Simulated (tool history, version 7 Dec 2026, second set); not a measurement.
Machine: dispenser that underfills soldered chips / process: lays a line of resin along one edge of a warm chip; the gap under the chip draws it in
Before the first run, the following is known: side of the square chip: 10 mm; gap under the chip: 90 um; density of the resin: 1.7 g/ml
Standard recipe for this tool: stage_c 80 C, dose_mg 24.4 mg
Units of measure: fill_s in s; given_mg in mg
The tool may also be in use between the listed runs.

| run | hour | stage_c | dose_mg | fill_s | given_mg |
|---|---|---|---|---|---|
| 1 | 0 | 80 | 24.4 | 47.1 | 24.03 |
| 2 | 6.4 | 70 | 24.4 | 92.9 | 23.97 |
| 3 | 10.3 | 80 | 31.4 | 47.6 | 30.85 |
| 4 | 15 | 77 | 31.4 | 71.2 | 30.7 |
| 5 | 20.8 | 76 | 31.4 | 59.6 | 30.63 |
| 6 | 27.6 | 90 | 24.4 | 33.2 | 23.76 |
| 7 | 34.9 | 80 | 24.3 | 65.9 | 24.38 |
| 8 | 39.8 | 80 | 24.3 | 51.6 | 24.32 |
| 9 | 44.3 | 80 | 27.7 | 65.4 | 27.65 |
| 10 | 49.5 | 80 | 27.7 | 52.3 | 27.48 |
| 11 | 53.7 | 80 | 24.4 | 68.8 | 24.17 |
| 12 | 57 | 80 | 24.4 | 47.6 | 24.15 |
| 13 | 62.3 | 80 | 24.4 | 65.1 | 24.11 |
| 14 | 66.9 | 80 | 24.4 | 47.5 | 24.08 |
| 15 | 70.6 | 80 | 24.4 | 59.2 | 24.04 |
| 16 | 76.9 | 80 | 24.4 | 50.1 | 23.93 |
| 17 | 80.7 | 80 | 24.4 | 64 | 23.88 |
| 18 | 84.8 | 80 | 24.4 | 47.1 | 23.8 |
| 19 | 91.3 | 80 | 24.4 | 67 | 23.77 |
| 20 | 95.5 | 90 | 26.6 | 35.6 | 26.55 |
| 21 | 99.2 | 66 | 21.3 | 94.9 | 21.16 |
| 22 | 103.6 | 78 | 21.6 | 47.8 | 21.42 |
| 23 | 110.3 | 73 | 23 | 82.3 | 22.74 |
| 24 | 114.4 | 86 | 25.3 | 38.4 | 24.94 |
| 25 | 120.8 | 73 | 26.7 | 85.3 | 26.23 |
| 26 | 125.5 | 69 | 24.2 | 77.4 | 23.71 |
| 27 | 128.4 | 92 | 30.1 | 43.7 | 29.42 |
| 28 | 135.6 | 95 | 25.1 | 33.6 | 24.53 |
| 29 | 139.4 | 73 | 24.3 | 84.6 | 23.6 |
| 30 | 143.5 | 73 | 24.3 | 60.3 | 23.59 |
| 31 | 147.6 | 73 | 24.3 | 78.7 | 23.56 |
| 32 | 153 | 73 | 24.3 | 63.4 | 23.45 |
| 33 | 156.9 | 78 | 21.1 | 65.1 | 21 |
| 34 | 163 | 74 | 21.1 | 59.5 | 20.88 |
| 35 | 166.5 | 69 | 23.2 | 85 | 22.97 |

Taken out of this log: 20 entries between the listed runs. Where each belongs, and how the hidden state differs across it:
Runs 2 to 3: new syringe of resin (hour 7.2)
  resin's viscosity, % of fresh resin's: 165.9 -> 119.6; dose that the valve gives, % of what is set: 98.32 -> 98.13; true chip temperature over the reading, C: -0.72 -> -0.73
  difference, measured minus the result without the unlogged condition, fill_s: +38.4 -> +8.7 s; given_mg: -0.41 -> -0.59 mg
Runs 4 to 5: new syringe of resin (hour 16.4)
  resin's viscosity, % of fresh resin's: 157.4 -> 129.7; dose that the valve gives, % of what is set: 97.85 -> 97.53; true chip temperature over the reading, C: -0.74 -> -0.76
  difference, measured minus the result without the unlogged condition, fill_s: +27.1 -> +14.8 s; given_mg: -0.68 -> -0.77 mg
Runs 5 to 6: new syringe of resin (hour 25.8)
  resin's viscosity, % of fresh resin's: 129.7 -> 110.1; dose that the valve gives, % of what is set: 97.53 -> 97.17; true chip temperature over the reading, C: -0.76 -> -0.78
  difference, measured minus the result without the unlogged condition, fill_s: +14.8 -> +3.9 s; given_mg: -0.77 -> -0.69 mg
Runs 6 to 7: dispensing valve cleaned and set on the balance (hour 34.5)
  resin's viscosity, % of fresh resin's: 110.1 -> 159.7; dose that the valve gives, % of what is set: 97.17 -> 100.24; true chip temperature over the reading, C: -0.78 -> -0.79
  difference, measured minus the result without the unlogged condition, fill_s: +3.9 -> +25.7 s; given_mg: -0.69 -> +0.06 mg
Runs 7 to 8: new syringe of resin (hour 36.3)
  resin's viscosity, % of fresh resin's: 159.7 -> 122.4; dose that the valve gives, % of what is set: 100.24 -> 99.99; true chip temperature over the reading, C: -0.79 -> -0.81
  difference, measured minus the result without the unlogged condition, fill_s: +25.7 -> +10.4 s; given_mg: +0.06 -> +0 mg
Runs 9 to 10: new syringe of resin (hour 45.5)
  resin's viscosity, % of fresh resin's: 159.6 -> 126.8; dose that the valve gives, % of what is set: 99.75 -> 99.49; true chip temperature over the reading, C: -0.82 -> -0.84
  difference, measured minus the result without the unlogged condition, fill_s: +25.5 -> +12.1 s; given_mg: -0.07 -> -0.14 mg
Runs 11 to 12: new syringe of resin (hour 54.9)
  resin's viscosity, % of fresh resin's: 162.8 -> 113.8; dose that the valve gives, % of what is set: 99.25 -> 99.11; true chip temperature over the reading, C: -0.85 -> -0.86
  difference, measured minus the result without the unlogged condition, fill_s: +27.3 -> +6.9 s; given_mg: -0.18 -> -0.21 mg
Runs 13 to 14: new syringe of resin (hour 64.2)
  resin's viscosity, % of fresh resin's: 155.7 -> 114.9; dose that the valve gives, % of what is set: 98.84 -> 98.59; true chip temperature over the reading, C: -0.88 -> -0.89
  difference, measured minus the result without the unlogged condition, fill_s: +24.5 -> +7.4 s; given_mg: -0.28 -> -0.34 mg
Runs 15 to 16: new syringe of resin (hour 73.6)
  resin's viscosity, % of fresh resin's: 142.6 -> 121.6; dose that the valve gives, % of what is set: 98.4 -> 98.09; true chip temperature over the reading, C: -0.9 -> -0.92
  difference, measured minus the result without the unlogged condition, fill_s: +18.9 -> +10.1 s; given_mg: -0.39 -> -0.46 mg
Runs 17 to 18: new syringe of resin (hour 82.8)
  resin's viscosity, % of fresh resin's: 152 -> 112; dose that the valve gives, % of what is set: 97.88 -> 97.65; true chip temperature over the reading, C: -0.93 -> -0.95
  difference, measured minus the result without the unlogged condition, fill_s: +23.2 -> +6.3 s; given_mg: -0.51 -> -0.57 mg
Runs 19 to 20: new syringe of resin (hour 92.1); dispensing valve cleaned and set on the balance (hour 95.1)
  resin's viscosity, % of fresh resin's: 163.3 -> 114.9; dose that the valve gives, % of what is set: 97.3 -> 99.63; true chip temperature over the reading, C: -0.97 -> -0.98
  difference, measured minus the result without the unlogged condition, fill_s: +27.3 -> +5.4 s; given_mg: -0.65 -> -0.1 mg
Runs 21 to 22: new syringe of resin (hour 102.7)
  resin's viscosity, % of fresh resin's: 143 -> 105.6; dose that the valve gives, % of what is set: 99.43 -> 99.22; true chip temperature over the reading, C: -0.99 -> -1
  difference, measured minus the result without the unlogged condition, fill_s: +30.8 -> +4 s; given_mg: -0.12 -> -0.17 mg
Runs 23 to 24: new syringe of resin (hour 112.1)
  resin's viscosity, % of fresh resin's: 156.5 -> 112.4; dose that the valve gives, % of what is set: 98.83 -> 98.62; true chip temperature over the reading, C: -1.02 -> -1.03
  difference, measured minus the result without the unlogged condition, fill_s: +31.2 -> +5.3 s; given_mg: -0.27 -> -0.35 mg
Runs 25 to 26: new syringe of resin (hour 121.4)
  resin's viscosity, % of fresh resin's: 164.4 -> 128.3; dose that the valve gives, % of what is set: 98.27 -> 98.03; true chip temperature over the reading, C: -1.05 -> -1.07
  difference, measured minus the result without the unlogged condition, fill_s: +35.2 -> +19.2 s; given_mg: -0.46 -> -0.48 mg
Runs 27 to 28: new syringe of resin (hour 131.2)
  resin's viscosity, % of fresh resin's: 152.2 -> 129.7; dose that the valve gives, % of what is set: 97.87 -> 97.51; true chip temperature over the reading, C: -1.08 -> -1.1
  difference, measured minus the result without the unlogged condition, fill_s: +15.8 -> +8.6 s; given_mg: -0.65 -> -0.62 mg
Runs 29 to 30: new syringe of resin (hour 140.7)
  resin's viscosity, % of fresh resin's: 162.5 -> 117.5; dose that the valve gives, % of what is set: 97.32 -> 97.12; true chip temperature over the reading, C: -1.11 -> -1.12
  difference, measured minus the result without the unlogged condition, fill_s: +34.4 -> +11 s; given_mg: -0.65 -> -0.7 mg
Runs 31 to 32: new syringe of resin (hour 150)
  resin's viscosity, % of fresh resin's: 149 -> 122; dose that the valve gives, % of what is set: 96.9 -> 96.63; true chip temperature over the reading, C: -1.13 -> -1.15
  difference, measured minus the result without the unlogged condition, fill_s: +27.9 -> +13.5 s; given_mg: -0.75 -> -0.82 mg
Runs 32 to 33: dispensing valve cleaned and set on the balance (hour 155.4)
  resin's viscosity, % of fresh resin's: 122 -> 145.1; dose that the valve gives, % of what is set: 96.63 -> 99.53; true chip temperature over the reading, C: -1.15 -> -1.16
  difference, measured minus the result without the unlogged condition, fill_s: +13.5 -> +22.1 s; given_mg: -0.82 -> -0.09 mg
Runs 33 to 34: new syringe of resin (hour 160.7)
  resin's viscosity, % of fresh resin's: 145.1 -> 115.3; dose that the valve gives, % of what is set: 99.53 -> 99.23; true chip temperature over the reading, C: -1.16 -> -1.18
  difference, measured minus the result without the unlogged condition, fill_s: +22.1 -> +9.9 s; given_mg: -0.09 -> -0.16 mg
